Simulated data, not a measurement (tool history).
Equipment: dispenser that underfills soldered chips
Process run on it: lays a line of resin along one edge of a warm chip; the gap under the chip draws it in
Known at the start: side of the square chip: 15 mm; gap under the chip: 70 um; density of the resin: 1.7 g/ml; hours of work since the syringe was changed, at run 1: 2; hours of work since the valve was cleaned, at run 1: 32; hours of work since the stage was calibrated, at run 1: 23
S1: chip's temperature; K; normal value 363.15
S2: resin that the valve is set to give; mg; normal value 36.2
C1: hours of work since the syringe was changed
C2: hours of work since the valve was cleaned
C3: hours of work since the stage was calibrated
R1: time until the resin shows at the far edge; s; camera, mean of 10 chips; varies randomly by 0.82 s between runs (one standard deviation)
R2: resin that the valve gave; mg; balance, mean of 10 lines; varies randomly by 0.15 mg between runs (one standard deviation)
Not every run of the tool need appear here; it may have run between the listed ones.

run	hour	S1	S2	C1	C2	C3	R1	R2
1	0.0	363.15	36.2	2	32	23	84.1	35.29
2	3.7	363.15	36.2	5	34	25	97.6	35.02
3	7.7	368.15	36.2	7	37	28	92.2	35.02
4	10.8	368.15	46.5	9	39	30	99.5	45.29
# hour 12.5: new syringe of resin
5	14.9	368.15	46.5	2	42	33	66.6	45.21
6	19.7	368.15	46.5	5	45	36	78.5	44.84
7	23.5	368.15	46.5	7	48	38	90.7	44.75
8	25.8	363.15	36.2	9	49	40	119.2	34.91
# hour 28.2: new syringe of resin
9	28.2	363.15	36.2	0	51	41	75.6	34.80
10	31.9	363.15	36.2	3	53	44	87.0	34.76
11	34.5	363.15	36.2	4	55	46	92.9	34.72
12	38.6	363.15	36.2	7	58	48	109.2	34.61
13	41.3	363.15	32.8	9	60	50	127.3	31.14
# hour 43.8: new syringe of resin
14	44.9	363.15	32.8	1	62	52	81.8	30.98
15	47.7	363.15	32.8	3	64	54	91.8	30.97
16	51.1	351.15	36.2	5	66	57	155.3	34.12
17	53.2	351.15	36.2	6	67	58	165.8	34.43
18	55.2	348.15	32.3	8	69	60	208.7	30.43
19	58.0	359.15	37.3	10	71	61	144.2	35.08
# hour 59.4: new syringe of resin
20	62.4	355.15	32.4	2	73	64	116.6	30.59
21	65.2	373.15	43.4	4	75	66	63.1	40.79
22	67.8	364.15	36.2	6	77	68	100.7	34.15
23	72.2	353.15	39.8	9	80	71	166.6	37.47
# hour 74.9: new syringe of resin
24	76.4	359.15	46.3	1	83	74	85.8	43.20
25	79.7	359.15	46.3	3	85	76	99.2	42.99
26	82.3	376.15	39.8	5	87	78	64.2	37.20
27	85.5	376.15	39.8	7	89	80	69.8	37.11
# hour 90.4: new syringe of resin
28	90.7	367.15	37.4	0	92	83	66.4	34.60
29	94.5	373.15	46.0	3	95	86	59.4	42.30
# hour 97.5: dispensing valve cleaned and set on the balance
30	100.2	357.15	33.5	6	2	89	126.4	33.38
31	104.1	361.15	42.6	9	5	92	119.6	42.81
32	106.2	368.15	34.9	10	6	93	107.1	34.85

3 ways to go on from here, each from the tool as it stands after run 32. What would each give?
# hour 106.9: new syringe of resin
A	109.3	364.15	35.0	2	8	95	?	?
# hour 106.9: new syringe of resin
B	109.3	363.15	38.8	2	8	95	?	?
# hour 106.9: new syringe of resin
C	109.3	353.15	30.8	2	8	95	?	?

run	R1	R2
A	77.2	34.85
B	77.5	38.76
C	123.9	30.60
Without the tool's hidden state the same runs would have given:
run	R1	R2
A	74.0	34.95
B	74.4	38.87
C	119.0	30.69
